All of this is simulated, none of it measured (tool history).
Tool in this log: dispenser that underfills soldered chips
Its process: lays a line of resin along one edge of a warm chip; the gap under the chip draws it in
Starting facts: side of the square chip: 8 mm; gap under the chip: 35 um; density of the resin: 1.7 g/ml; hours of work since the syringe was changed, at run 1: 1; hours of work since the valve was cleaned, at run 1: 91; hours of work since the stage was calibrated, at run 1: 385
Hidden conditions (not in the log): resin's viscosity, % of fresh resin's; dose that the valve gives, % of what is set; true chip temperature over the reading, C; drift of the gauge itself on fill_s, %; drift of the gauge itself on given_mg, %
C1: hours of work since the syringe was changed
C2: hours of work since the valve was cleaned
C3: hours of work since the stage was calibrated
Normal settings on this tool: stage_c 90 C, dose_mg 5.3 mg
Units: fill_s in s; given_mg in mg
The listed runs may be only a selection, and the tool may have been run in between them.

{"run": 1, "hour": 0.0, "stage_c": 90, "dose_mg": 5.3, "C1": 1, "C2": 91, "C3": 385, "fill_s": 111.2, "given_mg": 5.05}
{"hour": 6.3, "done": "new syringe of resin"}
{"run": 2, "hour": 7.0, "stage_c": 90, "dose_mg": 5.3, "C1": 1, "C2": 96, "C3": 390, "fill_s": 111.2, "given_mg": 5.01}
{"hour": 13.6, "done": "new syringe of resin"}
{"run": 3, "hour": 20.3, "stage_c": 90, "dose_mg": 5.3, "C1": 5, "C2": 105, "C3": 400, "fill_s": 142.1, "given_mg": 4.99}
{"hour": 21.3, "done": "new syringe of resin"}
{"hour": 28.5, "done": "dispensing valve cleaned and set on the balance"}
{"hour": 29.7, "done": "new syringe of resin"}
{"run": 4, "hour": 35.5, "stage_c": 90, "dose_mg": 5.3, "C1": 4, "C2": 5, "C3": 410, "fill_s": 132.6, "given_mg": 5.29}
{"hour": 37.9, "done": "new syringe of resin"}
{"hour": 45.3, "done": "new syringe of resin"}
{"run": 5, "hour": 46.8, "stage_c": 90, "dose_mg": 5.3, "C1": 1, "C2": 13, "C3": 418, "fill_s": 110.8, "given_mg": 5.25}
{"hour": 53.5, "done": "new syringe of resin"}
{"run": 6, "hour": 53.5, "stage_c": 104, "dose_mg": 5.3, "C1": 0, "C2": 18, "C3": 423, "fill_s": 56.2, "given_mg": 5.23}
{"hour": 62.0, "done": "new syringe of resin"}
{"run": 7, "hour": 62.9, "stage_c": 104, "dose_mg": 5.3, "C1": 1, "C2": 24, "C3": 429, "fill_s": 55.7, "given_mg": 5.23}
{"hour": 70.0, "done": "new syringe of resin"}
{"run": 8, "hour": 75.4, "stage_c": 90, "dose_mg": 4.52, "C1": 4, "C2": 33, "C3": 438, "fill_s": 140.6, "given_mg": 4.42}
{"hour": 77.1, "done": "new syringe of resin"}
{"run": 9, "hour": 84.0, "stage_c": 90, "dose_mg": 4.52, "C1": 5, "C2": 39, "C3": 444, "fill_s": 146.3, "given_mg": 4.4}
{"hour": 85.5, "done": "new syringe of resin"}
{"run": 10, "hour": 90.9, "stage_c": 94, "dose_mg": 4.52, "C1": 4, "C2": 44, "C3": 449, "fill_s": 113.8, "given_mg": 4.41}
{"hour": 92.7, "done": "new syringe of resin"}
{"hour": 100.7, "done": "new syringe of resin"}
{"run": 11, "hour": 101.1, "stage_c": 90, "dose_mg": 5.3, "C1": 0, "C2": 52, "C3": 457, "fill_s": 106.1, "given_mg": 5.15}
{"hour": 108.9, "done": "new syringe of resin"}
{"run": 12, "hour": 111.7, "stage_c": 90, "dose_mg": 5.3, "C1": 2, "C2": 59, "C3": 464, "fill_s": 116.6, "given_mg": 5.12}
{"hour": 117.1, "done": "new syringe of resin"}
{"run": 13, "hour": 122.9, "stage_c": 90, "dose_mg": 6.71, "C1": 4, "C2": 67, "C3": 472, "fill_s": 127.4, "given_mg": 6.45}
{"hour": 125.1, "done": "new syringe of resin"}
{"run": 14, "hour": 131.2, "stage_c": 90, "dose_mg": 6.71, "C1": 4, "C2": 73, "C3": 478, "fill_s": 131.3, "given_mg": 6.43}
{"hour": 132.8, "done": "new syringe of resin"}
{"hour": 139.0, "done": "stage's temperature calibrated"}
{"hour": 141.0, "done": "new syringe of resin"}
{"run": 15, "hour": 145.6, "stage_c": 76, "dose_mg": 5.26, "C1": 3, "C2": 83, "C3": 5, "fill_s": 274.5, "given_mg": 5.02}
{"hour": 149.0, "done": "new syringe of resin"}
{"run": 16, "hour": 155.1, "stage_c": 102, "dose_mg": 4.7, "C1": 5, "C2": 89, "C3": 11, "fill_s": 88.7, "given_mg": 4.45}
{"hour": 156.6, "done": "new syringe of resin"}
{"hour": 164.0, "done": "new syringe of resin"}
{"run": 17, "hour": 166.9, "stage_c": 94, "dose_mg": 4.91, "C1": 2, "C2": 98, "C3": 20, "fill_s": 110, "given_mg": 4.66}
{"hour": 171.9, "done": "new syringe of resin"}
{"run": 18, "hour": 178.6, "stage_c": 91, "dose_mg": 4.74, "C1": 5, "C2": 106, "C3": 28, "fill_s": 147.5, "given_mg": 4.39}
{"hour": 179.9, "done": "new syringe of resin"}
{"hour": 186.4, "done": "dispensing valve cleaned and set on the balance"}
{"run": 19, "hour": 186.7, "stage_c": 91, "dose_mg": 4.74, "C1": 4, "C2": 0, "C3": 33, "fill_s": 141.2, "given_mg": 4.72}
{"hour": 188.3, "done": "new syringe of resin"}
{"run": 20, "hour": 194.4, "stage_c": 91, "dose_mg": 4.74, "C1": 4, "C2": 6, "C3": 39, "fill_s": 140.8, "given_mg": 4.73}
{"hour": 195.6, "done": "new syringe of resin"}
{"hour": 203.2, "done": "new syringe of resin"}
{"run": 21, "hour": 208.8, "stage_c": 84, "dose_mg": 5.92, "C1": 4, "C2": 16, "C3": 49, "fill_s": 179.6, "given_mg": 5.84}
{"hour": 211.2, "done": "new syringe of resin"}
{"hour": 218.9, "done": "new syringe of resin"}
{"run": 22, "hour": 222.1, "stage_c": 84, "dose_mg": 5.92, "C1": 2, "C2": 25, "C3": 58, "fill_s": 169.2, "given_mg": 5.85}
{"hour": 227.1, "done": "new syringe of resin"}
{"hour": 235.0, "done": "new syringe of resin"}
{"run": 23, "hour": 235.4, "stage_c": 102, "dose_mg": 5.1, "C1": 0, "C2": 35, "C3": 68, "fill_s": 66.8, "given_mg": 4.99}
{"hour": 242.7, "done": "new syringe of resin"}
{"run": 24, "hour": 243.9, "stage_c": 96, "dose_mg": 4.96, "C1": 1, "C2": 41, "C3": 74, "fill_s": 89.4, "given_mg": 4.87}
{"hour": 250.6, "done": "new syringe of resin"}
{"run": 25, "hour": 252.5, "stage_c": 99, "dose_mg": 6.55, "C1": 1, "C2": 47, "C3": 80, "fill_s": 77.9, "given_mg": 6.37}

Branching from run 25: 5 alternative next runs. What would each branch give?
{"hour": 258.0, "done": "new syringe of resin"}
{"hour": 265.3, "done": "new syringe of resin"}
{"run": "A", "hour": 267.6, "stage_c": 97, "dose_mg": 4.62, "C1": 2, "C2": 58, "C3": 91, "fill_s": "?", "given_mg": "?"}
{"hour": 258.0, "done": "new syringe of resin"}
{"hour": 265.3, "done": "new syringe of resin"}
{"run": "B", "hour": 267.6, "stage_c": 83, "dose_mg": 4.88, "C1": 2, "C2": 58, "C3": 91, "fill_s": "?", "given_mg": "?"}
{"hour": 258.0, "done": "new syringe of resin"}
{"hour": 265.3, "done": "new syringe of resin"}
{"run": "C", "hour": 267.6, "stage_c": 90, "dose_mg": 5.88, "C1": 2, "C2": 58, "C3": 91, "fill_s": "?", "given_mg": "?"}
{"hour": 258.0, "done": "new syringe of resin"}
{"hour": 265.3, "done": "new syringe of resin"}
{"run": "D", "hour": 267.6, "stage_c": 100, "dose_mg": 6.55, "C1": 2, "C2": 58, "C3": 91, "fill_s": "?", "given_mg": "?"}
{"hour": 258.0, "done": "new syringe of resin"}
{"hour": 265.3, "done": "new syringe of resin"}
{"run": "E", "hour": 267.6, "stage_c": 90, "dose_mg": 6.53, "C1": 2, "C2": 58, "C3": 91, "fill_s": "?", "given_mg": "?"}

run=A fill_s=93.3 given_mg=4.44
run=B fill_s=176.3 given_mg=4.73
run=C fill_s=120.4 given_mg=5.66
run=D fill_s=74.2 given_mg=6.4
run=E fill_s=119.1 given_mg=6.27
Take away the tool's hidden state, keep each run's random variation, and the runs would have read:
run=A fill_s=87.4 given_mg=4.6
run=B fill_s=166.1 given_mg=4.9
run=C fill_s=114 given_mg=5.86
run=D fill_s=70.3 given_mg=6.62
run=E fill_s=113 given_mg=6.49
